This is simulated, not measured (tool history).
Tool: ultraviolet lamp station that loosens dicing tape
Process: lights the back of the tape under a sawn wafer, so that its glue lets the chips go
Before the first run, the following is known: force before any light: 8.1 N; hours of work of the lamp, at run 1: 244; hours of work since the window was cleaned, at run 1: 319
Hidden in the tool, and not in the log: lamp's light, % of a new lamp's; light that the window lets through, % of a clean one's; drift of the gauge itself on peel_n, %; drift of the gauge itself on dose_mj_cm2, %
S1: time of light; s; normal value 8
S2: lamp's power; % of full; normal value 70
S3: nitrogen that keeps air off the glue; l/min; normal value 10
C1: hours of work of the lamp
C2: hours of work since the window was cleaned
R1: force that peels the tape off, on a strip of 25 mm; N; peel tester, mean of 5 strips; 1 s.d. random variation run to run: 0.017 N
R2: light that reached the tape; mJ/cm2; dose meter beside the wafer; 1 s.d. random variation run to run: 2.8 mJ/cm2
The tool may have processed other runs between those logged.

Run 1, day 0: usual settings; C1 244; C2 319. Result: R1 1.118 N, R2 338 mJ/cm2.
Run 2, day 0.538: usual settings but S1 5 s; C1 254; C2 329. Result: R1 2.25 N, R2 209 mJ/cm2.
Run 3, day 0.817: usual settings but S1 5 s; C1 259; C2 334. Result: R1 2.317 N, R2 206 mJ/cm2.
Run 4, day 1.254: usual settings but S2 74 % of full; C1 267; C2 342. Result: R1 1.025 N, R2 356 mJ/cm2.
Run 5, day 1.796: usual settings but S2 79 % of full; C1 277; C2 352. Result: R1 0.95 N, R2 376 mJ/cm2.
Run 6, day 2.308: usual settings but S2 79 % of full; C1 286; C2 361. Result: R1 0.969 N, R2 372 mJ/cm2.
Run 7, day 2.867: usual settings but S2 79 % of full; C1 296; C2 371. Result: R1 0.956 N, R2 371 mJ/cm2.
Run 8, day 3.404: usual settings but S2 60 % of full; C1 306; C2 381. Result: R1 1.522 N, R2 281 mJ/cm2.
Run 9, day 3.858: usual settings but S2 60 % of full; C1 315; C2 390. Result: R1 1.534 N, R2 279 mJ/cm2.
At day 3.908: window cleaned of glue's vapour.
Run 10, day 4.171: usual settings but S2 60 % of full; C1 320; C2 5. Result: R1 1.656 N, R2 269 mJ/cm2.
Run 11, day 4.758: usual settings but S3 8 l/min; C1 331; C2 15. Result: R1 1.456 N, R2 309 mJ/cm2.
Run 12, day 5.267: usual settings; C1 340; C2 25. Result: R1 1.285 N, R2 307 mJ/cm2.
Run 13, day 5.871: usual settings; C1 351; C2 36. Result: R1 1.349 N, R2 309 mJ/cm2.
Run 14, day 6.221: usual settings; C1 357; C2 42. Result: R1 1.338 N, R2 304 mJ/cm2.
Run 15, day 6.642: usual settings; C1 365; C2 50. Result: R1 1.35 N, R2 308 mJ/cm2.
Run 16, day 7.167: usual settings but S3 5 l/min; C1 375; C2 59. Result: R1 1.864 N, R2 302 mJ/cm2.
At day 7.271: window cleaned of glue's vapour, once more.
Run 17, day 7.55: usual settings but S3 5 l/min; C1 381; C2 5. Result: R1 1.508 N, R2 351 mJ/cm2.
Run 18, day 8.033: usual settings but S3 5 l/min; C1 390; C2 14. Result: R1 1.488 N, R2 348 mJ/cm2.
Run 19, day 8.558: usual settings but S1 7 s, S2 68 % of full, S3 6 l/min; C1 400; C2 23. Result: R1 1.772 N, R2 295 mJ/cm2.
Run 20, day 8.971: usual settings but S1 7 s, S2 74 % of full, S3 19 l/min; C1 407; C2 31. Result: R1 0.944 N, R2 323 mJ/cm2.
Run 21, day 9.396: usual settings but S1 7 s, S2 74 % of full, S3 19 l/min; C1 415; C2 39. Result: R1 0.959 N, R2 318 mJ/cm2.
Run 22, day 9.983: usual settings but S1 7 s; C1 426; C2 50. Result: R1 1.401 N, R2 292 mJ/cm2.
Run 23, day 10.567: usual settings but S1 5 s, S2 63 % of full, S3 8 l/min; C1 436; C2 60. Result: R1 2.682 N, R2 193 mJ/cm2.
Run 24, day 11.062: usual settings but S1 5 s, S2 65 % of full, S3 5 l/min; C1 445; C2 69. Result: R1 3.132 N, R2 194 mJ/cm2.
Run 25, day 11.529: usual settings but S1 10 s, S2 65 % of full, S3 5 l/min; C1 454; C2 78. Result: R1 1.242 N, R2 388 mJ/cm2.
Run 26, day 11.975: usual settings but S1 10 s, S2 65 % of full, S3 5 l/min; C1 462; C2 86. Result: R1 1.249 N, R2 389 mJ/cm2.
Run 27, day 12.329: usual settings but S1 6 s, S2 65 % of full, S3 18 l/min; C1 468; C2 92. Result: R1 1.625 N, R2 233 mJ/cm2.
Run 28, day 12.792: usual settings but S1 6 s, S2 89 % of full, S3 5 l/min; C1 477; C2 101. Result: R1 1.757 N, R2 314 mJ/cm2.
Run 29, day 13.054: usual settings but S1 6 s, S2 89 % of full, S3 12 l/min; C1 482; C2 106. Result: R1 1.182 N, R2 317 mJ/cm2.
Run 30, day 13.546: usual settings but S1 11 s, S2 63 % of full, S3 12 l/min; C1 491; C2 115. Result: R1 0.75 N, R2 402 mJ/cm2.
Run 31, day 13.975: usual settings but S2 89 % of full; C1 498; C2 122. Result: R1 0.795 N, R2 410 mJ/cm2.

Hidden condition of the tool, last listed run before each entry between runs versus first listed run after:
Runs 9 to 10: window cleaned of glue's vapour (day 3.908)
  lamp's light, % of a new lamp's: 89.8 -> 89.7; light that the window lets through, % of a clean one's: 89.3 -> 85.9
  measured less the result without the state, R1: +0.465 -> +0.567 N; R2: -69 -> -80 mJ/cm2
Runs 16 to 17: window cleaned of glue's vapour, once more (day 7.271)
  lamp's light, % of a new lamp's: 88 -> 87.8; light that the window lets through, % of a clean one's: 84.4 -> 98.8
  measured less the result without the state, R1: +0.684 -> +0.312 N; R2: -105 -> -54 mJ/cm2

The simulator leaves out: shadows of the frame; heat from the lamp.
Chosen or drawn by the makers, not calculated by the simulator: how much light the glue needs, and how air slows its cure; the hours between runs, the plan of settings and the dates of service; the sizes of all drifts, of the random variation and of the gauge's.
